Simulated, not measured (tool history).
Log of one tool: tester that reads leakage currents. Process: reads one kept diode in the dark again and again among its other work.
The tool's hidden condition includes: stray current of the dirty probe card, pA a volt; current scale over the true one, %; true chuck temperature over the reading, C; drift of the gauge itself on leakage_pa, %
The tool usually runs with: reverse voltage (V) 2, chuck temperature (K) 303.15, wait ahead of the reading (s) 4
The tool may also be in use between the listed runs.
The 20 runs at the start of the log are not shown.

run	hour	reverse voltage (V)	chuck temperature (K)	wait ahead of the reading (s)	hours of work since the probe card was cleaned	hours of work since the tester was calibrated	hours of work since the chuck was calibrated	current that the tester gives (pA)
21	3567.1	10.01	303.15	4	1156	3508	1224	414.72
22	3685.7	1.97	306.15	4	1204	3556	1272	205.83
23	3884.2	4.11	306.15	2.44	1284	3637	1352	313.71
24	4051.8	4.11	306.15	2.44	1352	3704	1420	314.69
25	4210.9	1.25	303.15	1.18	1417	3769	1485	128.71
# hour 4347.7: chuck's temperature calibrated
26	4367.9	1.25	316.15	8.2	1479	3832	8	316.6
27	4558.1	8.54	316.15	8.2	1557	3909	85	941.13
28	4681.1	2	303.15	9.19	1606	3959	135	166.75
29	4836.1	1.46	306.15	9.19	1669	4021	198	174.27
# hour 4908.8: tester calibrated
30	5017.8	1.46	306.15	9.19	1742	44	271	174.36
31	5151.9	5.1	297.15	0.81	1796	99	325	184.67
32	5318.7	2.03	303.15	5.47	1864	166	393	168.91
33	5441.3	2.03	303.15	5.47	1914	216	442	168.93
34	5629.6	3.56	303.15	5.62	1990	292	519	231.99
35	5730	2	312.15	0.34	2031	333	559	319.17
36	5941.8	2	295.15	1.14	2116	419	645	92.41
37	6152.9	1.19	306.15	4	2202	504	731	155.15
38	6339.1	4.73	306.15	5.71	2277	580	806	339.74
39	6565.1	13.66	302.15	0.86	2369	671	898	468.34

Here are 3 independent what-if runs from the current tool condition. What would each one return?
A	6702.7	2	315.15	4	2425	727	953	?
B	6702.7	14.26	296.15	0.86	2425	727	953	?
C	6702.7	13.66	298.15	5.89	2425	727	953	?

run	current that the tester gives (pA)
A	388
B	308.6
C	343.08
Had the tool no hidden state, the same runs would have come out as:
run	current that the tester gives (pA)
A	387.61
B	308.03
C	342.48
